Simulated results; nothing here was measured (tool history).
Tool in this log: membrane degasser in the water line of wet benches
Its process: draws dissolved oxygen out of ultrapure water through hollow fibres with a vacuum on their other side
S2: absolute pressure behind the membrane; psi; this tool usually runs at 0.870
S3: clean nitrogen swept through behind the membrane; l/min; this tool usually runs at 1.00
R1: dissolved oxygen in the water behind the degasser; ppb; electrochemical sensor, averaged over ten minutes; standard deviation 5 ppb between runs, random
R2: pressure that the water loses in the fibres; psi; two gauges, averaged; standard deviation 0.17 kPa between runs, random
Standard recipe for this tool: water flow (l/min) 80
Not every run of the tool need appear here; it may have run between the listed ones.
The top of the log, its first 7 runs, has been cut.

{"run": 8, "hour": 275.8, "water flow (l/min)": 80, "S2": 0.87, "S3": 1.0, "R1": 498.1, "R2": 4.311}
{"run": 9, "hour": 327.0, "water flow (l/min)": 80, "S2": 0.87, "S3": 1.0, "R1": 491.0, "R2": 4.286}
{"run": 10, "hour": 359.7, "water flow (l/min)": 80, "S2": 0.87, "S3": 1.0, "R1": 486.3, "R2": 4.351}
{"run": 11, "hour": 400.6, "water flow (l/min)": 80, "S2": 1.636, "S3": 1.0, "R1": 1109.3, "R2": 4.353}
{"run": 12, "hour": 445.3, "water flow (l/min)": 80, "S2": 1.636, "S3": 1.0, "R1": 1098.2, "R2": 4.344}
{"run": 13, "hour": 485.5, "water flow (l/min)": 80, "S2": 1.636, "S3": 1.0, "R1": 1102.7, "R2": 4.328}
{"run": 14, "hour": 526.5, "water flow (l/min)": 80, "S2": 0.87, "S3": 1.0, "R1": 497.5, "R2": 4.332}
{"run": 15, "hour": 566.1, "water flow (l/min)": 80, "S2": 0.87, "S3": 1.0, "R1": 494.8, "R2": 4.311}
{"run": 16, "hour": 613.0, "water flow (l/min)": 80, "S2": 0.87, "S3": 1.0, "R1": 502.4, "R2": 4.363}
{"run": 17, "hour": 643.8, "water flow (l/min)": 67, "S2": 0.664, "S3": 2.38, "R1": 192.8, "R2": 3.651}
{"run": 18, "hour": 667.6, "water flow (l/min)": 67, "S2": 0.664, "S3": 2.38, "R1": 194.7, "R2": 3.656}
{"run": 19, "hour": 716.0, "water flow (l/min)": 80, "S2": 1.497, "S3": 0.41, "R1": 1516.9, "R2": 4.373}
{"run": 20, "hour": 741.1, "water flow (l/min)": 60, "S2": 0.967, "S3": 0.62, "R1": 592.9, "R2": 3.269}
{"run": 21, "hour": 776.4, "water flow (l/min)": 60, "S2": 0.967, "S3": 0.62, "R1": 586.7, "R2": 3.274}
{"run": 22, "hour": 823.2, "water flow (l/min)": 60, "S2": 0.967, "S3": 0.62, "R1": 591.9, "R2": 3.252}
{"run": 23, "hour": 856.5, "water flow (l/min)": 60, "S2": 0.967, "S3": 0.62, "R1": 593.4, "R2": 3.282}
{"run": 24, "hour": 879.4, "water flow (l/min)": 60, "S2": 0.967, "S3": 0.62, "R1": 590.0, "R2": 3.279}
{"run": 25, "hour": 924.2, "water flow (l/min)": 60, "S2": 1.054, "S3": 2.66, "R1": 292.9, "R2": 3.288}
{"run": 26, "hour": 948.4, "water flow (l/min)": 60, "S2": 1.054, "S3": 2.66, "R1": 287.2, "R2": 3.321}
{"run": 27, "hour": 970.6, "water flow (l/min)": 60, "S2": 1.054, "S3": 2.66, "R1": 291.8, "R2": 3.297}
{"run": 28, "hour": 1022.9, "water flow (l/min)": 73, "S2": 0.87, "S3": 0.56, "R1": 606.7, "R2": 4.013}
{"hour": 1066.7, "done": "seals of the vacuum lines changed"}
{"run": 29, "hour": 1068.7, "water flow (l/min)": 114, "S2": 1.505, "S3": 0.56, "R1": 1650.0, "R2": 6.238}
{"run": 30, "hour": 1099.6, "water flow (l/min)": 114, "S2": 1.505, "S3": 0.56, "R1": 1638.3, "R2": 6.244}
{"hour": 1130.4, "done": "gauge calibrated"}
{"run": 31, "hour": 1133.6, "water flow (l/min)": 92, "S2": 0.87, "S3": 0.57, "R1": 702.6, "R2": 4.924}
{"run": 32, "hour": 1182.2, "water flow (l/min)": 80, "S2": 0.745, "S3": 0.97, "R1": 393.2, "R2": 4.263}

3 options for the next run, each taken on its own from the tool as it stands now. Forecast them:
{"hour": 1190.4, "done": "vacuum gauge calibrated"}
{"run": "A", "hour": 1218.0, "water flow (l/min)": 56, "S2": 0.716, "S3": 0.4, "R1": "?", "R2": "?"}
{"hour": 1190.4, "done": "vacuum gauge calibrated"}
{"run": "B", "hour": 1218.0, "water flow (l/min)": 80, "S2": 2.174, "S3": 1.0, "R1": "?", "R2": "?"}
{"hour": 1190.4, "done": "vacuum gauge calibrated"}
{"run": "C", "hour": 1218.0, "water flow (l/min)": 102, "S2": 0.87, "S3": 1.12, "R1": "?", "R2": "?"}

run=A R1=406.0 R2=2.976
run=B R1=1510.5 R2=4.326
run=C R1=556.8 R2=5.471
Without the tool's hidden state the same runs would have given:
run=A R1=406.0 R2=2.967
run=B R1=1510.4 R2=4.316
run=C R1=556.6 R2=5.456
